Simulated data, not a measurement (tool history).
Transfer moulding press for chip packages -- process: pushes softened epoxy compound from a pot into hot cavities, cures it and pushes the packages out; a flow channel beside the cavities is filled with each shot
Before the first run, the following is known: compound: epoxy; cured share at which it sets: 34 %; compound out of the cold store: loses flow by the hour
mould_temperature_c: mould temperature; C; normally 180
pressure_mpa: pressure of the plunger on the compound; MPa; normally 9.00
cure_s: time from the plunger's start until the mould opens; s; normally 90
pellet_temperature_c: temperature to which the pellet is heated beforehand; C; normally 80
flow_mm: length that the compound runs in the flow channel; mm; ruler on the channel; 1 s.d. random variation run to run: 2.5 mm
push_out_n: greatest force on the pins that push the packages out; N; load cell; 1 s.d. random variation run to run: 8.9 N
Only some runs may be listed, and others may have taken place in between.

run	day	mould_temperature_c	pressure_mpa	cure_s	pellet_temperature_c	incoming compound's hours out of the cold store	flow_mm	push_out_n
1	0.000	180	9.00	90	80	31.3	496	473
2	0.588	180	9.00	90	87	35.9	488	519
3	1.333	180	9.00	90	87	19.6	519	588
4	1.704	180	9.02	90	80	28.5	500	599
# day 2.525: plunger's sealing rings changed
5	2.525	180	9.13	90	80	8.8	566	663
6	2.904	180	9.13	90	80	47.1	492	659
# day 3.262: cavities cleaned with cleaning compound and waxed
7	3.308	180	9.13	85	80	30.8	521	489
8	4.000	180	9.13	85	80	46.5	491	559
9	4.708	180	9.13	85	80	29.1	523	642
10	5.404	180	9.00	90	80	40.4	499	618
11	6.046	180	9.00	90	80	22.6	524	657
12	6.617	180	9.00	90	80	28.0	516	661
# day 6.892: cavities cleaned with cleaning compound and waxed
13	7.438	180	9.00	90	77	8.6	554	517
14	8.246	180	9.00	90	77	47.6	476	535
15	8.596	180	9.00	90	77	17.0	535	607
16	9.158	180	9.00	92	77	34.3	501	611
17	9.658	180	9.83	90	80	20.2	552	671
18	10.125	180	7.82	120	75	15.3	496	482
# day 10.538: cavities cleaned with cleaning compound and waxed
19	10.538	174	6.92	120	71	22.5	469	383
20	11.121	173	8.08	78	78	10.5	531	1253
21	11.521	176	8.08	78	81	9.6	522	1113
22	12.025	176	8.08	78	81	19.6	500	1203
23	12.550	180	7.11	79	79	16.5	470	851
24	13.367	180	7.11	79	79	22.5	456	936
25	14.083	180	7.07	81	76	47.7	413	859

Each row is a separate what-if for the run after 25, all from the same tool condition, not one after another. Results?
# day 14.179: cavities cleaned with cleaning compound and waxed
A	14.854	183	7.19	81	76	15.7	?	?
# day 14.179: cavities cleaned with cleaning compound and waxed
B	14.854	180	9.00	90	81	32.4	?	?
# day 14.179: cavities cleaned with cleaning compound and waxed
C	14.854	177	9.00	87	82	26.1	?	?

run	flow_mm	push_out_n
A	464	575
B	495	521
C	512	695
What these runs would have given with no unlogged condition in the tool:
run	flow_mm	push_out_n
A	483	449
B	516	410
C	533	539
